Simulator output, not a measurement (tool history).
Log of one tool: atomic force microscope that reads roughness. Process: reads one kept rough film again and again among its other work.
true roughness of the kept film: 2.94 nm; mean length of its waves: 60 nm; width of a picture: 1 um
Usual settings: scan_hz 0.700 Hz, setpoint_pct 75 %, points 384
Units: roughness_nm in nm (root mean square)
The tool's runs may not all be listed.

| run | hour | scan_hz | setpoint_pct | points | roughness_nm |
|---|---|---|---|---|---|
| 1 | 0.0 | 0.700 | 75 | 384 | 2.773 |
| 2 | 32.5 | 0.700 | 73 | 384 | 2.768 |
| 3 | 57.1 | 0.700 | 73 | 753 | 2.739 |
| 4 | 89.5 | 0.700 | 75 | 384 | 2.692 |
| 5 | 118.2 | 0.700 | 75 | 384 | 2.647 |
| 6 | 148.8 | 1.167 | 75 | 384 | 2.589 |
| 7 | 176.6 | 3.861 | 61 | 1000 | 2.520 |
|  | 179.6 | height scale calibrated on a step standard |
|  | 194.6 | new tip fitted |
| 8 | 208.8 | 3.861 | 67 | 903 | 2.654 |
| 9 | 228.6 | 3.861 | 67 | 903 | 2.614 |
| 10 | 254.2 | 3.861 | 67 | 903 | 2.579 |
| 11 | 272.9 | 0.810 | 75 | 880 | 2.701 |

4 ways to go on from here, each from the tool as it stands after run 11. What would each give?
|  | 276.4 | height scale calibrated on a step standard, once more |
| A | 301.0 | 1.866 | 58 | 415 | ? |
|  | 276.4 | height scale calibrated on a step standard, once more |
| B | 301.0 | 0.810 | 84 | 880 | ? |
|  | 276.4 | height scale calibrated on a step standard, once more |
| C | 301.0 | 0.519 | 75 | 348 | ? |
|  | 276.4 | height scale calibrated on a step standard, once more |
| D | 301.0 | 1.324 | 75 | 880 | ? |

| run | roughness_nm |
|---|---|
| A | 2.666 |
| B | 2.624 |
| C | 2.671 |
| D | 2.642 |
Without the tool's hidden state the same runs would have given:
| run | roughness_nm |
|---|---|
| A | 2.788 |
| B | 2.743 |
| C | 2.792 |
| D | 2.762 |

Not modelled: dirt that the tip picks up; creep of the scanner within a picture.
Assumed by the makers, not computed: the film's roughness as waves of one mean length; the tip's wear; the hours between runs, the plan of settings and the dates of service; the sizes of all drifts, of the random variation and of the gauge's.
